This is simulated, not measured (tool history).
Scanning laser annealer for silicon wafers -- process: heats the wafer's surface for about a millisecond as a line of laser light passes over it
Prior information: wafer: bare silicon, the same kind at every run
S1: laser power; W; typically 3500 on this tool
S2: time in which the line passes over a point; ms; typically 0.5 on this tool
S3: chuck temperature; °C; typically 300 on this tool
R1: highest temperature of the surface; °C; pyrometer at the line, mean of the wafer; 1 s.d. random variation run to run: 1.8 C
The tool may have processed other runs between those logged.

run,day,S1,S2,S3,R1
1,0,3500,0.5,300,1013
2,0.55,3500,0.5,300,1011
3,1.292,3500,0.5,300,1013
4,2.108,3500,0.5,300,1014
5,2.55,3500,0.5,300,1015
6,3.033,3500,0.5,300,1011
7,3.612,3500,0.5,335,1048
8,4.129,3500,0.5,335,1045
9,5.083,3500,0.5,300,1012
10,5.667,3500,0.5,300,1014
11,6.333,3023,0.5,300,896
12,6.933,3023,0.5,300,894
13,7.462,3023,0.5,300,894
14,8.371,3023,0.5,300,892
15,8.904,3023,0.5,300,893
16,9.642,3500,0.381,295,908
17,10.283,3500,0.381,295,904
18,10.8,3500,0.381,295,905
19,11.783,3500,0.381,295,907
20,12.429,3500,0.614,276,1070
21,13.088,3571,0.402,335,977
22,13.829,3107,0.583,308,972
23,14.258,3107,0.583,308,970
24,14.95,3729,0.392,313,981
25,15.508,3732,0.526,321,1107

For run 26, what comes out?
26,16.158,3732,0.526,321,?

{"run 26": {"R1": 1103}}
The same run, on a tool lacking any hidden state, would have yielded R1 1130 °C.
